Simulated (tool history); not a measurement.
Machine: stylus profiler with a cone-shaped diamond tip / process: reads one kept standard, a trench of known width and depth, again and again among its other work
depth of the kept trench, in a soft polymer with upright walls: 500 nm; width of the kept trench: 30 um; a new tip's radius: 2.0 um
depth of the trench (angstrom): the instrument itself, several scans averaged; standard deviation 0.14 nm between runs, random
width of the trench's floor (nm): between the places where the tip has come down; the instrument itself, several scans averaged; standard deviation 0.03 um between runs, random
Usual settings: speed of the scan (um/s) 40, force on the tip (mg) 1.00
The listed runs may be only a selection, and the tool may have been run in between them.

run,hour,speed of the scan (um/s),force on the tip (mg),depth of the trench (angstrom),width of the trench's floor (nm)
1,0.0,40,1.00,5024.8,27200
2,11.0,40,1.00,5021.3,27140
3,26.0,28,1.00,5023.3,27190
4,39.4,28,1.00,5022.9,27230
5,62.5,40,0.63,5018.2,27120
6,79.9,40,1.76,5033.3,27170
7,104.0,40,1.76,5036.4,27200
8,121.8,40,1.76,5035.5,27180
9,145.4,40,1.76,5035.9,27220
10,161.3,136,1.00,5025.3,26720
11,181.7,136,1.00,5023.1,26750
12,195.2,15,1.00,5025.5,27210
13,217.0,61,1.00,5025.5,27030
14,237.9,61,1.00,5024.1,26980
15,253.2,38,0.53,5017.1,27050
16,273.6,38,0.53,5014.2,27100
17,294.7,13,1.41,5028.1,27290
18,313.5,59,1.23,5028.6,27120
19,335.1,124,2.30,5042.5,26920
20,357.6,124,2.30,5043.2,26960
21,368.1,143,2.76,5048.7,26960
22,392.7,143,0.79,5020.9,26560
23,412.2,143,0.79,5024.8,26520
24,426.6,143,0.79,5018.6,26540

Expected results for the next run?
25,448.9,143,0.79,?,?

{"run 25": {"depth of the trench (angstrom)": 5021.2, "width of the trench's floor (nm)": 26600}}
The same run, on a tool lacking any hidden state, would have yielded depth of the trench (angstrom) 5021.0, width of the trench's floor (nm) 26610.
